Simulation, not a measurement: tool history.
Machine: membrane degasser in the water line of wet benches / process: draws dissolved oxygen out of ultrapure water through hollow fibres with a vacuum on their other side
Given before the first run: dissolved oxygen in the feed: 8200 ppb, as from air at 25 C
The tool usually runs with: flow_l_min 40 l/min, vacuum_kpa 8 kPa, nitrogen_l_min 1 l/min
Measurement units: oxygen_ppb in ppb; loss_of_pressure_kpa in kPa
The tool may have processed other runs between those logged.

| run | hour | flow_l_min | vacuum_kpa | nitrogen_l_min | oxygen_ppb | loss_of_pressure_kpa |
|---|---|---|---|---|---|---|
| 1 | 0 | 40 | 8 | 1 | 390.4 | 49.96 |
| 2 | 109.1 | 40 | 8 | 1 | 390 | 50.2 |
| 3 | 218 | 28 | 8 | 1 | 287.9 | 35.21 |
| 4 | 325.4 | 28 | 8 | 1 | 287.2 | 35.3 |
| 5 | 424.7 | 28 | 8 | 1 | 286.7 | 35.01 |
| 6 | 494.5 | 28 | 8 | 1 | 283.4 | 35.12 |
| 7 | 593.6 | 28 | 8 | 1 | 287.5 | 35.27 |
| 8 | 725 | 40 | 8 | 1 | 391.6 | 50.08 |
| 9 | 809.4 | 40 | 8 | 1 | 393.6 | 50.78 |
| 10 | 926.6 | 40 | 8 | 1 | 395.9 | 50.25 |
| 11 | 989.6 | 40 | 8 | 1.93 | 234.6 | 49.85 |
| 12 | 1044.6 | 40 | 8 | 1.93 | 237.1 | 49.83 |
| 13 | 1164.7 | 40 | 8 | 1.93 | 236.1 | 50.11 |
| 14 | 1295.6 | 57 | 4.93 | 1.93 | 168.5 | 72.21 |
| 15 | 1416.3 | 57 | 4.93 | 1.47 | 197.2 | 71.32 |

What will run 16 give?
| 16 | 1497.2 | 64 | 19.18 | 1 | ? | ? |

{"run 16": {"oxygen_ppb": 1621.4, "loss_of_pressure_kpa": 80.37}}
Had the tool carried no hidden state, the very same run would have given oxygen_ppb 1608.5 ppb, loss_of_pressure_kpa 78.57 kPa.
